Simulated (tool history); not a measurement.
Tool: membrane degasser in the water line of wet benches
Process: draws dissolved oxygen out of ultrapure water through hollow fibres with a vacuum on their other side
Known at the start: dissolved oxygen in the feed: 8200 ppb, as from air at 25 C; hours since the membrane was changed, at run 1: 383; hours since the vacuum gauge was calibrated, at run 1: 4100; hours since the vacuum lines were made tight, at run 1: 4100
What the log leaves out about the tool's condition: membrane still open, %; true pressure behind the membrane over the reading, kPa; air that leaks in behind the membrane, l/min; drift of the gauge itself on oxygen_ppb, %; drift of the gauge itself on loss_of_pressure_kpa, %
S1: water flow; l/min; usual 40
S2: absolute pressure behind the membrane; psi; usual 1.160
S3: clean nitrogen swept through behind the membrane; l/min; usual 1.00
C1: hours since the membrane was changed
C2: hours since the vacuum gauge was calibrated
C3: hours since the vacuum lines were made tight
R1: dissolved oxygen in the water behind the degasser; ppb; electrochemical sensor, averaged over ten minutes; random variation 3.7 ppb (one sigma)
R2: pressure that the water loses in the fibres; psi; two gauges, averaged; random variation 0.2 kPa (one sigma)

run    hour  S1     S2    S3    C1    C2    C3     R1      R2
  1     0.0  40  1.160  1.00   383  4100  4100  391.7   6.282
  2    65.3  40  1.160  1.00   448  4165  4165  398.0   6.282
  3   127.6  40  1.160  1.00   511  4227  4227  398.7   6.308
  4   187.1  40  1.160  1.00   570  4287  4287  408.2   6.251
  5   223.5  40  1.160  1.00   606  4323  4323  402.6   6.306
  6   288.4  40  1.160  1.00   671  4388  4388  403.6   6.300
  7   349.4  40  1.160  1.00   732  4449  4449  393.6   6.260
  8   393.9  40  1.160  1.00   777  4494  4494  394.4   6.266
  9   428.3  40  1.160  1.00   811  4528  4528  401.6   6.287
 10   463.7  26  1.160  1.00   847  4563  4563  276.2   4.084
 11   507.0  26  1.160  1.00   890  4607  4607  270.6   4.089
 12   565.8  26  1.160  1.00   949  4665  4665  270.6   4.087
 13   600.7  40  1.160  1.00   984  4700  4700  400.4   6.321
 14   659.3  37  1.160  1.00  1042  4759  4759  364.0   5.781
 15   695.7  37  1.160  1.00  1079  4795  4795  372.7   5.851
 16   751.1  40  1.160  1.00  1134  4851  4851  397.1   6.266
 17   817.9  40  1.160  1.00  1201  4918  4918  393.2   6.312
 18   886.9  64  0.747  0.57  1270  4987  4987  405.1  10.096
 19   934.8  33  1.614  1.00  1318  5034  5034  537.5   5.205
 20   972.0  33  1.614  1.00  1355  5072  5072  536.2   5.197
 21  1005.1  33  1.614  1.00  1388  5105  5105  537.7   5.185
 22  1059.5  29  1.340  1.02  1442  5159  5159  361.7   4.557
 23  1122.4  61  1.195  0.95  1505  5222  5222  618.7   9.687
 24  1196.2  25  1.028  1.00  1579  5296  5296  218.6   3.907
 25  1261.2  46  1.160  1.00  1644  5361  5361  445.7   7.297
 26  1304.4  32  1.160  1.00  1687  5404  5404  329.1   5.056
 27  1381.4  32  1.160  1.00  1764  5481  5481  328.8   5.075
 28  1422.1  32  1.160  1.00  1805  5522  5522  340.8   5.066
 29  1459.8  32  0.857  2.44  1843  5559  5559   95.9   5.027
 30  1516.6  32  0.857  2.44  1900  5616  5616   95.6   5.031
 31  1588.8  32  0.857  2.44  1972  5689  5689   94.8   5.024
 32  1621.6  63  2.322  2.04  2005  5721  5721  843.3   9.919
 33  1673.9  63  2.322  2.04  2057  5774  5774  829.4   9.894

3 ways to go on from here, each from the tool as it stands after run 33. What would each give?
  A  1724.6  63  2.322  1.96  2108  5824  5824   ?   ?
  B  1724.6  34  0.705  0.80  2108  5824  5824   ?   ?
  C  1724.6  59  1.733  1.55  2108  5824  5824   ?   ?

run     R1     R2
  A  881.0  9.938
  B  162.6  5.375
  C  700.1  9.287
Stripped of hidden state, with their random variation kept, the same runs would have yielded:
run     R1     R2
  A  866.7  9.842
  B  147.3  5.323
  C  685.1  9.197
